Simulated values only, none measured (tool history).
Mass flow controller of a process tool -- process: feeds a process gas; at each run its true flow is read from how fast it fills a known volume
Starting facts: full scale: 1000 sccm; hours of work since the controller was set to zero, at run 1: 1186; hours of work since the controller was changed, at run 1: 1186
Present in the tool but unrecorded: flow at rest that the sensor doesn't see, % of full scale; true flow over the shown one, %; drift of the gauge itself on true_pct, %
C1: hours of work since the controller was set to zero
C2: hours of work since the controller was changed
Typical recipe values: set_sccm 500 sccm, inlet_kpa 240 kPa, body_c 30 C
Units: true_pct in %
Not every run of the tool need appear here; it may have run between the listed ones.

run 1 hour=0.0 | set_sccm=500 inlet_kpa=240 body_c=30 | C1=1186 C2=1186 | true_pct=99.18
run 2 hour=309.1 | set_sccm=500 inlet_kpa=240 body_c=30 | C1=1363 C2=1363 | true_pct=99.34
run 3 hour=612.1 | set_sccm=500 inlet_kpa=240 body_c=30 | C1=1537 C2=1537 | true_pct=99.37
run 4 hour=769.8 | set_sccm=500 inlet_kpa=203 body_c=30 | C1=1627 C2=1627 | true_pct=99.06
run 5 hour=1090.0 | set_sccm=500 inlet_kpa=203 body_c=30 | C1=1811 C2=1811 | true_pct=99.03
run 6 hour=1465.7 | set_sccm=500 inlet_kpa=240 body_c=30 | C1=2026 C2=2026 | true_pct=99.49
run 7 hour=1658.8 | set_sccm=941 inlet_kpa=163 body_c=28 | C1=2137 C2=2137 | true_pct=99.68
run 8 hour=1874.4 | set_sccm=941 inlet_kpa=163 body_c=28 | C1=2260 C2=2260 | true_pct=99.88
run 9 hour=2087.2 | set_sccm=396 inlet_kpa=239 body_c=30 | C1=2382 C2=2382 | true_pct=99.58
run 10 hour=2355.3 | set_sccm=265 inlet_kpa=240 body_c=25 | C1=2536 C2=2536 | true_pct=100.20

Predict the results of run 11:
run 11 hour=2550.0 | set_sccm=265 inlet_kpa=157 body_c=25 | C1=2647 C2=2647 | true_pct=?

{"run 11": {"true_pct": 99.5}}
On a tool with no hidden condition, and with the same random variation, this run would have come out at true_pct 98.78 %.
